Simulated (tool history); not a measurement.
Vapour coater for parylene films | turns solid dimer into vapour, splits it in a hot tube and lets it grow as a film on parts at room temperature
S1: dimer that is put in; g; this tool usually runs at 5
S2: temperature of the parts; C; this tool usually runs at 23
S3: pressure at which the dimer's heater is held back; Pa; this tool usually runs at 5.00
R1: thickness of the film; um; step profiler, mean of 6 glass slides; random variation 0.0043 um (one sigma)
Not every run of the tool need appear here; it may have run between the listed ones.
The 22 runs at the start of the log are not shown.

{"run": 23, "day": 39.962, "S1": 5, "S2": 25, "S3": 5.0, "R1": 1.258}
{"run": 24, "day": 42.542, "S1": 5, "S2": 25, "S3": 5.0, "R1": 1.254}
{"run": 25, "day": 44.779, "S1": 8, "S2": 23, "S3": 10.4, "R1": 1.917}
{"run": 26, "day": 46.796, "S1": 4, "S2": 20, "S3": 10.4, "R1": 1.013}
{"run": 27, "day": 48.321, "S1": 4, "S2": 20, "S3": 10.4, "R1": 1.01}
{"run": 28, "day": 50.104, "S1": 4, "S2": 17, "S3": 5.05, "R1": 1.171}
{"run": 29, "day": 51.808, "S1": 4, "S2": 18, "S3": 4.54, "R1": 1.152}
{"run": 30, "day": 53.079, "S1": 5, "S2": 28, "S3": 3.86, "R1": 1.228}
{"run": 31, "day": 54.358, "S1": 5, "S2": 28, "S3": 3.86, "R1": 1.234}
{"run": 32, "day": 56.675, "S1": 5, "S2": 27, "S3": 3.86, "R1": 1.257}
{"run": 33, "day": 58.154, "S1": 7, "S2": 17, "S3": 5.0, "R1": 2.045}
{"run": 34, "day": 59.496, "S1": 7, "S2": 29, "S3": 5.0, "R1": 1.658}
{"run": 35, "day": 62.162, "S1": 7, "S2": 29, "S3": 5.0, "R1": 1.652}
{"day": 62.558, "done": "gauge calibrated"}
{"run": 36, "day": 63.338, "S1": 6, "S2": 29, "S3": 2.32, "R1": 1.519}
{"run": 37, "day": 65.196, "S1": 6, "S2": 29, "S3": 2.32, "R1": 1.527}
{"run": 38, "day": 67.367, "S1": 3, "S2": 21, "S3": 4.33, "R1": 0.819}
{"run": 39, "day": 68.512, "S1": 5, "S2": 16, "S3": 11.02, "R1": 1.343}
{"run": 40, "day": 70.975, "S1": 2, "S2": 23, "S3": 5.0, "R1": 0.514}
{"run": 41, "day": 72.121, "S1": 3, "S2": 28, "S3": 7.06, "R1": 0.682}
{"run": 42, "day": 74.0, "S1": 5, "S2": 29, "S3": 3.13, "R1": 1.233}
{"run": 43, "day": 76.65, "S1": 5, "S2": 15, "S3": 4.53, "R1": 1.519}
{"run": 44, "day": 78.429, "S1": 5, "S2": 29, "S3": 5.0, "R1": 1.175}
{"run": 45, "day": 80.654, "S1": 5, "S2": 24, "S3": 11.0, "R1": 1.166}
{"run": 46, "day": 82.058, "S1": 5, "S2": 21, "S3": 5.0, "R1": 1.357}

What does the tool deliver on the next run?
{"run": 47, "day": 83.629, "S1": 4, "S2": 19, "S3": 10.58, "R1": "?"}

{"run 47": {"R1": 1.029}}
With the hidden condition absent and the run-to-run variation left alone, this run would have shown R1 1.018 um.
